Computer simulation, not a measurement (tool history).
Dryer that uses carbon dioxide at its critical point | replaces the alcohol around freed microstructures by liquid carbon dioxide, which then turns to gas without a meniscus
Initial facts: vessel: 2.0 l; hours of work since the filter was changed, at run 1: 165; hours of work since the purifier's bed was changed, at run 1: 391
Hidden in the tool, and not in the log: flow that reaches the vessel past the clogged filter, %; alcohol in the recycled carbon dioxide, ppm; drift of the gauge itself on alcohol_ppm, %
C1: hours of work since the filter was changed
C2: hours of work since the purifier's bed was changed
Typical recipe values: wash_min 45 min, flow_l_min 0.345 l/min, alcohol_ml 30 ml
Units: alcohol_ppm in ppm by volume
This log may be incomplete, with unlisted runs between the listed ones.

{"run": 1, "day": 0.0, "wash_min": 45, "flow_l_min": 0.345, "alcohol_ml": 30, "C1": 165, "C2": 391, "alcohol_ppm": 119}
{"run": 2, "day": 1.608, "wash_min": 45, "flow_l_min": 0.345, "alcohol_ml": 30, "C1": 191, "C2": 417, "alcohol_ppm": 131}
{"run": 3, "day": 2.408, "wash_min": 45, "flow_l_min": 0.345, "alcohol_ml": 30, "C1": 203, "C2": 429, "alcohol_ppm": 130}
{"run": 4, "day": 3.833, "wash_min": 45, "flow_l_min": 0.345, "alcohol_ml": 30, "C1": 226, "C2": 452, "alcohol_ppm": 142}
{"run": 5, "day": 5.121, "wash_min": 45, "flow_l_min": 0.345, "alcohol_ml": 30, "C1": 246, "C2": 472, "alcohol_ppm": 145}
{"run": 6, "day": 6.833, "wash_min": 34, "flow_l_min": 0.345, "alcohol_ml": 30, "C1": 274, "C2": 500, "alcohol_ppm": 343}
{"run": 7, "day": 8.479, "wash_min": 45, "flow_l_min": 0.345, "alcohol_ml": 30, "C1": 300, "C2": 526, "alcohol_ppm": 153}
{"day": 9.858, "done": "inlet filter changed"}
{"run": 8, "day": 10.238, "wash_min": 45, "flow_l_min": 0.316, "alcohol_ml": 30, "C1": 6, "C2": 553, "alcohol_ppm": 151}
{"run": 9, "day": 11.2, "wash_min": 45, "flow_l_min": 0.316, "alcohol_ml": 30, "C1": 21, "C2": 568, "alcohol_ppm": 162}
{"run": 10, "day": 12.392, "wash_min": 49, "flow_l_min": 0.523, "alcohol_ml": 22, "C1": 40, "C2": 587, "alcohol_ppm": 95}
{"run": 11, "day": 13.683, "wash_min": 34, "flow_l_min": 0.498, "alcohol_ml": 95, "C1": 61, "C2": 608, "alcohol_ppm": 190}
{"run": 12, "day": 14.512, "wash_min": 34, "flow_l_min": 0.498, "alcohol_ml": 95, "C1": 74, "C2": 621, "alcohol_ppm": 194}

Expected results for the next run?
{"run": 13, "day": 15.812, "wash_min": 34, "flow_l_min": 0.345, "alcohol_ml": 63, "C1": 95, "C2": 642, "alcohol_ppm": "?"}

alcohol_ppm: 526 ppm by volume
Without the tool's hidden state the same run would have given alcohol_ppm 364 ppm by volume.
